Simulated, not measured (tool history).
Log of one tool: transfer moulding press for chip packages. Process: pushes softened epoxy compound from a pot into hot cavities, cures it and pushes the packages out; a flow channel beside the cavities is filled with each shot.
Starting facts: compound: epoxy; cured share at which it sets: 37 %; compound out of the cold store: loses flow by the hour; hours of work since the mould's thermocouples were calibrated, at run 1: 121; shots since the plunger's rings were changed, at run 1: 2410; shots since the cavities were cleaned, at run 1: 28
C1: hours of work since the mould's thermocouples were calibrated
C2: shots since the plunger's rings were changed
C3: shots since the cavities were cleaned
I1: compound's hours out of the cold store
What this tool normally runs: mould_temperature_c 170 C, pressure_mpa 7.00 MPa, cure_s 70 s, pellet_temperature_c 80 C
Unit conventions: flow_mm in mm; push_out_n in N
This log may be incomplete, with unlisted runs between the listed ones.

Run 1, day 0.000: usual settings; C1 121; C2 2410; C3 28; I1 47.9. Result: flow_mm 850 mm, push_out_n 377 N.
Run 2, day 0.725: usual settings; C1 130; C2 2589; C3 207; I1 14.8. Result: flow_mm 928 mm, push_out_n 396 N.
Run 3, day 1.338: usual settings but pellet_temperature_c 78 C; C1 136; C2 2741; C3 359; I1 40.6. Result: flow_mm 871 mm, push_out_n 373 N.
Run 4, day 1.650: usual settings but pressure_mpa 5.39 MPa; C1 140; C2 2819; C3 437; I1 42.1. Result: flow_mm 763 mm, push_out_n 380 N.
Run 5, day 1.958: usual settings but cure_s 63 s; C1 143; C2 2894; C3 512; I1 10.5. Result: flow_mm 934 mm, push_out_n 453 N.
Run 6, day 2.562: usual settings but cure_s 63 s; C1 150; C2 3044; C3 662; I1 14.6. Result: flow_mm 925 mm, push_out_n 463 N.
At day 3.338: cavities cleaned with cleaning compound and waxed.
Run 7, day 3.338: usual settings; C1 158; C2 3221; C3 0; I1 20.3. Result: flow_mm 908 mm, push_out_n 386 N.
Run 8, day 3.804: usual settings; C1 164; C2 3336; C3 115; I1 14.0. Result: flow_mm 927 mm, push_out_n 391 N.
Run 9, day 4.425: usual settings but pellet_temperature_c 87 C; C1 171; C2 3490; C3 269; I1 17.8. Result: flow_mm 916 mm, push_out_n 378 N.
Run 10, day 4.958: usual settings but mould_temperature_c 171 C; C1 177; C2 3622; C3 401; I1 30.4. Result: flow_mm 897 mm, push_out_n 363 N.
Run 11, day 5.600: usual settings; C1 184; C2 3781; C3 560; I1 36.9. Result: flow_mm 875 mm, push_out_n 364 N.
Run 12, day 5.967: usual settings but cure_s 98 s, pellet_temperature_c 84 C; C1 188; C2 3871; C3 650; I1 9.8. Result: flow_mm 931 mm, push_out_n 323 N.
Run 13, day 6.342: usual settings but mould_temperature_c 177 C, pressure_mpa 5.78 MPa, cure_s 106 s, pellet_temperature_c 84 C; C1 192; C2 3963; C3 742; I1 36.8. Result: flow_mm 767 mm, push_out_n 320 N.
At day 6.796: cavities cleaned with cleaning compound and waxed.
Run 14, day 6.796: usual settings but mould_temperature_c 175 C, pressure_mpa 8.45 MPa, pellet_temperature_c 75 C; C1 197; C2 4061; C3 0; I1 29.6. Result: flow_mm 945 mm, push_out_n 340 N.

Predict the results of run 15:
Run 15, day 7.492: usual settings but mould_temperature_c 175 C, pressure_mpa 8.45 MPa, pellet_temperature_c 75 C; C1 205; C2 4233; C3 172; I1 45.3. Result: flow_mm ?, push_out_n ?.

flow_mm: 914 mm
push_out_n: 327 N
Were there no unlogged condition in the tool, this run, its random variation unchanged, would have produced flow_mm 916 mm, push_out_n 325 N.
